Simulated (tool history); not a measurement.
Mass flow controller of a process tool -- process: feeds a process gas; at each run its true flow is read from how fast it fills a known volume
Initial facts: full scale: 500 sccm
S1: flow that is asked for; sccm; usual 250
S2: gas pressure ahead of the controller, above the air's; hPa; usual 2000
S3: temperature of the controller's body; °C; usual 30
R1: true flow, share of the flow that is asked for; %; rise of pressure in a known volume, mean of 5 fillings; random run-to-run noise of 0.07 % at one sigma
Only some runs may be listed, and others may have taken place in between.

run	hour	S1	S2	S3	R1
1	0	250	2000	30	98.31
2	177	250	2000	30	98.28
3	321.2	250	2000	20	99.33
4	491.7	250	2000	31	98.22
5	651.5	250	2000	34	97.94
6	880.8	250	1910	30	98.21
7	997.3	250	1910	30	98.28
8	1138.8	250	1910	23	99.07
9	1292.4	250	2360	23	98.95
10	1494.9	250	2000	30	98.26
11	1691.8	250	2000	30	98.3
12	1852.1	250	2000	30	98.25
13	1959.3	250	2000	30	98.25
14	2091	250	2000	30	98.14
15	2327.6	250	2000	30	98.25
16	2472.2	250	2000	30	98.24
17	2569.8	250	2000	30	98.23
18	2669.6	250	2000	30	98.32
19	2864.6	250	1970	30	98.22
20	3095.1	162	1970	30	98.03
21	3329.4	250	2000	30	98.26
22	3509.4	250	2000	30	98.32
23	3691.4	151	1830	26	98.37
24	3880.3	99	2000	27	97.87
25	3978.7	99	1620	23	98.53
26	4107.6	68	1620	23	98.39
27	4235.2	68	1620	23	98.42
28	4408.1	123	1690	26	98.34
29	4594.3	123	1690	26	98.19
30	4818.8	123	1690	26	98.11
31	4955.5	142	1550	30	97.97
32	5147.6	142	2190	30	97.66
33	5263.8	84	2200	30	97.44
34	5469.6	250	2640	25	98.54
35	5582.3	233	1480	25	98.77
36	5779.2	76	2200	29	97.42
37	6010.8	76	2200	29	97.59
38	6240.5	76	2200	29	97.62
39	6339.5	187	2000	33	97.72
40	6572.4	187	2000	33	97.79
41	6684.1	357	1820	39	97.93
42	6902.3	150	2000	30	97.93
43	7013.9	150	2000	30	97.81
44	7219.1	150	1570	30	98.09

Withheld: 2 entries from between the runs. Position of each, and hidden state at the listed run before versus the listed run after:
From run 19 to run 20: controller's zero set anew (hour 2904.2)
  flow at rest that the sensor doesn't see, % of full scale: -0.005 -> 0
From run 29 to run 30: controller exchanged for a calibrated one (hour 4787.5)
  flow at rest that the sensor doesn't see, % of full scale: -0.001 -> 0; true flow over the shown one, %: -0.01 -> 0
